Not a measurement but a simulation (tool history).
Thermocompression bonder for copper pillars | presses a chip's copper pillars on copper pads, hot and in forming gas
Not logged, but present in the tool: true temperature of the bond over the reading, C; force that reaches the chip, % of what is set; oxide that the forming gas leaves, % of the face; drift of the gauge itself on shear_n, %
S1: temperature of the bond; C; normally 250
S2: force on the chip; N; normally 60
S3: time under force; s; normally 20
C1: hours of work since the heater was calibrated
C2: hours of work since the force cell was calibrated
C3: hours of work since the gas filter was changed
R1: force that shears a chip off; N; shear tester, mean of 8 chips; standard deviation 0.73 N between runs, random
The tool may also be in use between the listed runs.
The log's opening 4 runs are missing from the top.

Run 5, hour 159.4: usual settings but S3 34 s; C1 861; C2 535; C3 141. Result: R1 53.9 N.
Run 6, hour 190.5: usual settings but S1 236 C; C1 882; C2 556; C3 162. Result: R1 39.3 N.
At hour 213.3: heater calibrated with a thermocouple chip.
Run 7, hour 244.7: usual settings but S1 236 C; C1 21; C2 591; C3 197. Result: R1 36 N.
Run 8, hour 276.3: usual settings but S1 260 C; C1 43; C2 613; C3 219. Result: R1 48.3 N.
Run 9, hour 321.1: usual settings but S1 260 C; C1 73; C2 643; C3 249. Result: R1 46.3 N.
Run 10, hour 380.6: usual settings but S1 260 C; C1 113; C2 683; C3 290. Result: R1 46.3 N.
At hour 388.4: heater calibrated with a thermocouple chip, once more.
At hour 395.3: forming gas filter changed.
Run 11, hour 434.8: usual settings but S1 260 C; C1 31; C2 718; C3 27. Result: R1 58.3 N.
Run 12, hour 494.5: usual settings but S1 260 C; C1 72; C2 759; C3 67. Result: R1 55.9 N.
Run 13, hour 535.5: usual settings but S1 260 C; C1 99; C2 787; C3 95. Result: R1 57.6 N.
Run 14, hour 601.5: usual settings but S1 260 C; C1 144; C2 831; C3 140. Result: R1 57.1 N.
Run 15, hour 655.2: usual settings but S2 47 N; C1 181; C2 868; C3 176. Result: R1 45.1 N.
Run 16, hour 703: usual settings but S2 47 N; C1 213; C2 900; C3 209. Result: R1 44.1 N.
Run 17, hour 774.7: usual settings but S2 47 N; C1 262; C2 949; C3 257. Result: R1 43.1 N.
Run 18, hour 829: usual settings but S2 47 N; C1 299; C2 986; C3 294. Result: R1 41.7 N.
At hour 838.7: forming gas filter changed.
Run 19, hour 899.2: usual settings but S2 47 N; C1 346; C2 1033; C3 41. Result: R1 45.1 N.
Run 20, hour 964.8: usual settings; C1 390; C2 1078; C3 86. Result: R1 51.5 N.
Run 21, hour 1036: usual settings; C1 439; C2 1126; C3 134. Result: R1 49.5 N.
Run 22, hour 1078.2: usual settings but S1 263 C, S2 53 N, S3 33 s; C1 467; C2 1155; C3 163. Result: R1 60.5 N.
At hour 1116.6: force cell calibrated.
Run 23, hour 1143.4: usual settings but S1 263 C, S2 53 N, S3 33 s; C1 511; C2 18; C3 206. Result: R1 58.6 N.
Run 24, hour 1194.8: usual settings but S1 266 C, S2 79 N, S3 29 s; C1 545; C2 53; C3 241. Result: R1 65.8 N.
Run 25, hour 1230: usual settings but S1 248 C, S2 52 N; C1 569; C2 77; C3 264. Result: R1 40.4 N.
Run 26, hour 1270.6: usual settings but S1 248 C, S2 52 N; C1 597; C2 105; C3 292. Result: R1 41.8 N.

Run 27 is up next; what results do you expect?
At hour 1284.3: forming gas filter changed.
Run 27, hour 1329.2: usual settings but S1 232 C, S3 47 s; C1 636; C2 144; C3 30. Result: R1 ?.

R1: 52.6 N
With no hidden state in the tool, this same run would have given R1 56 N.
